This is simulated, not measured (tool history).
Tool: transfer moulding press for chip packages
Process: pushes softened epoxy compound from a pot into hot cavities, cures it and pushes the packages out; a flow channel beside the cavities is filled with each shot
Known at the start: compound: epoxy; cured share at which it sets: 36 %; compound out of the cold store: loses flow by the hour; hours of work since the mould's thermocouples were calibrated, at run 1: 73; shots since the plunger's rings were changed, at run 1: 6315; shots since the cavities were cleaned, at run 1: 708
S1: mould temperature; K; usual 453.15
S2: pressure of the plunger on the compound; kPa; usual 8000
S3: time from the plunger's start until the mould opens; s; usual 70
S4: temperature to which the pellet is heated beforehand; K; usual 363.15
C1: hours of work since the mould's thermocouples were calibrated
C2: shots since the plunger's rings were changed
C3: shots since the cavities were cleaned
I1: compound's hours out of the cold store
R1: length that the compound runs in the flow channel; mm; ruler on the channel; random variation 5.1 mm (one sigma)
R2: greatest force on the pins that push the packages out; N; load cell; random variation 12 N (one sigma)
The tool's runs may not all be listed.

Run 1, day 0: usual settings; C1 73; C2 6315; C3 708; I1 22.4. Result: R1 761 mm, R2 1030 N.
Run 2, day 0.625: usual settings; C1 82; C2 6544; C3 937; I1 16. Result: R1 772 mm, R2 1144 N.
Run 3, day 0.912: usual settings; C1 87; C2 6649; C3 1042; I1 26.5. Result: R1 755 mm, R2 1163 N.
At day 1.038: cavities cleaned with cleaning compound and waxed.
At day 1.379: plunger's sealing rings changed.
Run 4, day 1.688: usual settings; C1 96; C2 113; C3 199; I1 39.7. Result: R1 779 mm, R2 757 N.
Run 5, day 2.196: usual settings; C1 103; C2 299; C3 385; I1 33.9. Result: R1 784 mm, R2 835 N.
Run 6, day 2.7: usual settings; C1 110; C2 484; C3 570; I1 37.9. Result: R1 777 mm, R2 949 N.
Run 7, day 3.104: usual settings; C1 116; C2 632; C3 718; I1 14.5. Result: R1 830 mm, R2 1077 N.
Run 8, day 3.746: usual settings; C1 126; C2 867; C3 953; I1 37.7. Result: R1 768 mm, R2 1078 N.
At day 4.112: cavities cleaned with cleaning compound and waxed.
Run 9, day 4.254: usual settings; C1 132; C2 1031; C3 52; I1 11. Result: R1 829 mm, R2 649 N.
Run 10, day 4.712: usual settings; C1 139; C2 1199; C3 220; I1 35.3. Result: R1 780 mm, R2 706 N.
Run 11, day 5.146: usual settings; C1 145; C2 1357; C3 378; I1 9.6. Result: R1 830 mm, R2 911 N.
Run 12, day 5.529: usual settings but S2 8610 kPa; C1 151; C2 1497; C3 518; I1 28.2. Result: R1 824 mm, R2 959 N.
Run 13, day 6.158: usual settings but S2 8610 kPa; C1 160; C2 1729; C3 750; I1 37.5. Result: R1 795 mm, R2 1035 N.
At day 6.296: mould's thermocouples calibrated.
Run 14, day 6.629: usual settings but S2 8610 kPa; C1 5; C2 1870; C3 891; I1 27.3. Result: R1 816 mm, R2 1109 N.
At day 7.204: cavities cleaned with cleaning compound and waxed.
Run 15, day 7.283: usual settings but S2 8610 kPa; C1 14; C2 2087; C3 29; I1 10. Result: R1 866 mm, R2 607 N.
Run 16, day 7.946: usual settings but S3 97 s, S4 356.15 K; C1 23; C2 2330; C3 272; I1 47.9. Result: R1 741 mm, R2 571 N.
Run 17, day 8.433: usual settings but S1 451.15 K, S2 7950 kPa, S3 96 s, S4 362.15 K; C1 30; C2 2508; C3 450; I1 36.7. Result: R1 767 mm, R2 641 N.
At day 8.646: mould's thermocouples calibrated, once more.
Run 18, day 8.854: usual settings but S1 451.15 K, S2 8810 kPa, S3 96 s, S4 362.15 K; C1 3; C2 2632; C3 574; I1 40.3. Result: R1 801 mm, R2 680 N.
Run 19, day 9.246: usual settings but S1 451.15 K, S2 8810 kPa, S3 96 s, S4 362.15 K; C1 9; C2 2776; C3 718; I1 13.6. Result: R1 851 mm, R2 733 N.
Run 20, day 9.65: usual settings but S3 79 s, S4 370.15 K; C1 15; C2 2923; C3 865; I1 10.4. Result: R1 823 mm, R2 898 N.
Run 21, day 10.158: usual settings but S1 447.15 K, S2 9800 kPa; C1 22; C2 3109; C3 1051; I1 28.4. Result: R1 868 mm, R2 1744 N.
At day 10.262: cavities cleaned with cleaning compound and waxed.
Run 22, day 10.646: usual settings but S1 447.15 K, S2 9800 kPa, S4 360.15 K; C1 28; C2 3265; C3 140; I1 35.7. Result: R1 867 mm, R2 1109 N.
Run 23, day 11.025: usual settings but S1 447.15 K, S2 7450 kPa, S4 367.15 K; C1 34; C2 3405; C3 280; I1 24.7. Result: R1 774 mm, R2 1226 N.
Run 24, day 11.329: usual settings but S1 450.15 K, S2 6530 kPa, S3 61 s, S4 357.15 K; C1 38; C2 3516; C3 391; I1 31.8. Result: R1 700 mm, R2 1655 N.
Run 25, day 11.621: usual settings but S1 450.15 K, S2 6520 kPa, S3 87 s, S4 357.15 K; C1 43; C2 3623; C3 498; I1 21.4. Result: R1 718 mm, R2 802 N.
Run 26, day 11.942: usual settings but S1 450.15 K, S2 6520 kPa, S3 87 s, S4 357.15 K; C1 47; C2 3740; C3 615; I1 26.8. Result: R1 709 mm, R2 787 N.
Run 27, day 12.596: usual settings but S1 460.15 K, S2 8640 kPa, S3 56 s, S4 369.15 K; C1 57; C2 3980; C3 855; I1 23.7. Result: R1 800 mm, R2 1257 N.
Run 28, day 13.038: usual settings but S1 456.15 K, S2 7350 kPa, S3 56 s, S4 369.15 K; C1 63; C2 4142; C3 1017; I1 26.6. Result: R1 730 mm, R2 1769 N.
At day 13.233: cavities cleaned with cleaning compound and waxed.
Run 29, day 13.683: usual settings but S1 456.15 K, S2 7350 kPa, S3 56 s, S4 369.15 K; C1 72; C2 4356; C3 165; I1 13.1. Result: R1 757 mm, R2 1155 N.

How the hidden state differs across the entries between the runs, from the last listed run before each to the first after it:
Between runs 3 and 4: cavities cleaned with cleaning compound and waxed (day 1.038); plunger's sealing rings changed (day 1.379)
  true mould temperature over the reading, C: 0.2 -> 0.21; pressure that reaches the compound, % of what is set: 86.38 -> 99.64; grip of the stained cavities, % over clean ones': 100.3 -> 30.8
  measured less the result without the state, R1: -58 -> -2 mm; R2: +577 -> +173 N
Between runs 8 and 9: cavities cleaned with cleaning compound and waxed (day 4.112)
  pressure that reaches the compound, % of what is set: 98.07 -> 97.75; grip of the stained cavities, % over clean ones': 96.2 -> 8.5
  measured less the result without the state, R1: -8 -> -11 mm; R2: +521 -> +41 N
Between runs 13 and 14: mould's thermocouples calibrated (day 6.296)
  true mould temperature over the reading, C: 0.28 -> 0.45; pressure that reaches the compound, % of what is set: 96.31 -> 96.01; grip of the stained cavities, % over clean ones': 86 -> 94.7
  measured less the result without the state, R1: -16 -> -18 mm; R2: +470 -> +521 N
Between runs 14 and 15: cavities cleaned with cleaning compound and waxed (day 7.204)
  true mould temperature over the reading, C: 0.45 -> 0.46; pressure that reaches the compound, % of what is set: 96.01 -> 95.58; grip of the stained cavities, % over clean ones': 94.7 -> 5.4
  measured less the result without the state, R1: -18 -> -20 mm; R2: +521 -> +14 N
Between runs 17 and 18: mould's thermocouples calibrated, once more (day 8.646)
  true mould temperature over the reading, C: 0.48 -> -0.04; pressure that reaches the compound, % of what is set: 94.74 -> 94.45; grip of the stained cavities, % over clean ones': 60.4 -> 71.3
  measured less the result without the state, R1: -22 -> -23 mm; R2: +238 -> +285 N
Between runs 21 and 22: cavities cleaned with cleaning compound and waxed (day 10.262)
  true mould temperature over the reading, C: -0.02 -> -0.01; pressure that reaches the compound, % of what is set: 93.41 -> 93.1; grip of the stained cavities, % over clean ones': 102.4 -> 25.3
  measured less the result without the state, R1: -31 -> -31 mm; R2: +881 -> +226 N
Between runs 28 and 29: cavities cleaned with cleaning compound and waxed (day 13.233)
  true mould temperature over the reading, C: 0.03 -> 0.04; pressure that reaches the compound, % of what is set: 91.23 -> 90.77; grip of the stained cavities, % over clean ones': 103.1 -> 28.9
  measured less the result without the state, R1: -35 -> -38 mm; R2: +899 -> +256 N
